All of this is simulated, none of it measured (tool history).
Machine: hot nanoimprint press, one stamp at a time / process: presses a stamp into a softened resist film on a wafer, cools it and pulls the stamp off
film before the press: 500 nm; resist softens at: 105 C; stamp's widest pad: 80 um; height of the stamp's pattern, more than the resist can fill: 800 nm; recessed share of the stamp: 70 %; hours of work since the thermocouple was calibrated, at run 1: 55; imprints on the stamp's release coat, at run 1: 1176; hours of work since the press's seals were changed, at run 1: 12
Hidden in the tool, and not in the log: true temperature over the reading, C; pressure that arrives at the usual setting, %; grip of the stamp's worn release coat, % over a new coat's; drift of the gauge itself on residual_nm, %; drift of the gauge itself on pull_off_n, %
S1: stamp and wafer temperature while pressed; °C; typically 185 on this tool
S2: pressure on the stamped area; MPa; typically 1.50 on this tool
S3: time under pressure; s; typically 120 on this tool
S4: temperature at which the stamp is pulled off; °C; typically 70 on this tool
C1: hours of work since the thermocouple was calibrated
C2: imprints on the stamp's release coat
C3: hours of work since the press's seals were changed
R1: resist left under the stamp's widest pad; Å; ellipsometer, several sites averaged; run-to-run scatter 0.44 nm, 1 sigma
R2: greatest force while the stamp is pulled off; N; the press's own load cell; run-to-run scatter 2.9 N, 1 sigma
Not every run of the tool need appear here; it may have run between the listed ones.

Run 1, hour 0.0: usual settings; C1 55; C2 1176; C3 12. Result: R1 2384 Å, R2 189 N.
Run 2, hour 7.3: usual settings; C1 58; C2 1190; C3 15. Result: R1 2387 Å, R2 188 N.
Run 3, hour 13.5: usual settings; C1 61; C2 1202; C3 17. Result: R1 2387 Å, R2 187 N.
Run 4, hour 17.9: usual settings; C1 63; C2 1211; C3 19. Result: R1 2388 Å, R2 189 N.
Run 5, hour 22.8: usual settings but S2 1.62 MPa; C1 65; C2 1220; C3 21. Result: R1 2296 Å, R2 192 N.
Run 6, hour 32.3: usual settings; C1 69; C2 1239; C3 25. Result: R1 2387 Å, R2 197 N.
Run 7, hour 41.4: usual settings; C1 73; C2 1257; C3 29. Result: R1 2378 Å, R2 194 N.
Run 8, hour 45.5: usual settings but S2 1.00 MPa; C1 75; C2 1265; C3 31. Result: R1 2882 Å, R2 191 N.
Run 9, hour 53.7: usual settings but S2 1.00 MPa; C1 78; C2 1281; C3 34. Result: R1 2879 Å, R2 186 N.
Run 10, hour 63.4: usual settings but S2 1.00 MPa, S3 138 s; C1 82; C2 1300; C3 39. Result: R1 2751 Å, R2 182 N.
Run 11, hour 71.0: usual settings but S2 1.00 MPa, S3 138 s; C1 86; C2 1315; C3 42. Result: R1 2741 Å, R2 198 N.
Run 12, hour 80.0: usual settings but S3 179 s; C1 90; C2 1333; C3 46. Result: R1 2068 Å, R2 191 N.
Run 13, hour 87.1: usual settings but S1 180 °C; C1 93; C2 1347; C3 49. Result: R1 2798 Å, R2 195 N.
Run 14, hour 96.3: usual settings but S1 180 °C; C1 96; C2 1365; C3 53. Result: R1 2803 Å, R2 197 N.
Run 15, hour 102.6: usual settings but S1 178 °C, S3 215 s, S4 76 °C; C1 99; C2 1378; C3 55. Result: R1 2465 Å, R2 185 N.
Run 16, hour 108.5: usual settings but S2 1.11 MPa, S4 58 °C; C1 102; C2 1389; C3 58. Result: R1 2738 Å, R2 216 N.
Run 17, hour 114.9: usual settings but S2 1.45 MPa, S4 58 °C; C1 104; C2 1402; C3 61. Result: R1 2408 Å, R2 231 N.
Run 18, hour 120.3: usual settings but S2 2.10 MPa, S3 226 s, S4 58 °C; C1 107; C2 1412; C3 63. Result: R1 1582 Å, R2 222 N.
Run 19, hour 128.5: usual settings but S2 0.99 MPa, S3 109 s, S4 67 °C; C1 110; C2 1428; C3 66. Result: R1 2950 Å, R2 204 N.
Run 20, hour 135.3: usual settings but S1 182 °C, S2 2.28 MPa, S3 109 s, S4 67 °C; C1 113; C2 1442; C3 69. Result: R1 2208 Å, R2 214 N.
Run 21, hour 143.9: usual settings but S1 182 °C, S2 2.28 MPa, S3 127 s, S4 56 °C; C1 117; C2 1459; C3 73. Result: R1 2091 Å, R2 226 N.
Run 22, hour 152.7: usual settings but S1 182 °C, S2 2.28 MPa, S3 127 s, S4 56 °C; C1 121; C2 1476; C3 77. Result: R1 2092 Å, R2 227 N.
Run 23, hour 157.7: usual settings but S1 182 °C, S2 1.98 MPa, S3 67 s, S4 56 °C; C1 123; C2 1486; C3 79. Result: R1 2778 Å, R2 239 N.
Run 24, hour 167.2: usual settings but S1 184 °C, S4 69 °C; C1 127; C2 1505; C3 83. Result: R1 2453 Å, R2 201 N.
Run 25, hour 175.8: usual settings but S1 184 °C, S4 69 °C; C1 130; C2 1522; C3 87. Result: R1 2457 Å, R2 202 N.
Run 26, hour 181.7: usual settings but S2 1.36 MPa; C1 133; C2 1533; C3 89. Result: R1 2488 Å, R2 215 N.
Run 27, hour 187.0: usual settings but S4 59 °C; C1 135; C2 1544; C3 91. Result: R1 2364 Å, R2 227 N.
Run 28, hour 195.0: usual settings but S4 59 °C; C1 139; C2 1559; C3 95. Result: R1 2367 Å, R2 224 N.

Measured result minus the same run's result without the hidden state. Both carry the same run-to-run variation, though not necessarily the same gauge scatter:
run   R1   R2
  1  -13  +53
  2  -14  +54
  3  -14  +53
  4  -14  +54
  5  -14  +56
  6  -16  +57
  7  -17  +58
  8  -20  +57
  9  -21  +56
 10  -21  +55
 11  -22  +60
 12  -19  +59
 13  -24  +60
 14  -25  +61
 15  -25  +58
 16  -26  +68
 17  -24  +74
 18  -15  +71
 19  -29  +66
 20  -22  +69
 21  -21  +74
 22  -21  +75
 23  -27  +79
 24  -29  +68
 25  -30  +68
 26  -31  +73
 27  -30  +77
 28  -30  +77

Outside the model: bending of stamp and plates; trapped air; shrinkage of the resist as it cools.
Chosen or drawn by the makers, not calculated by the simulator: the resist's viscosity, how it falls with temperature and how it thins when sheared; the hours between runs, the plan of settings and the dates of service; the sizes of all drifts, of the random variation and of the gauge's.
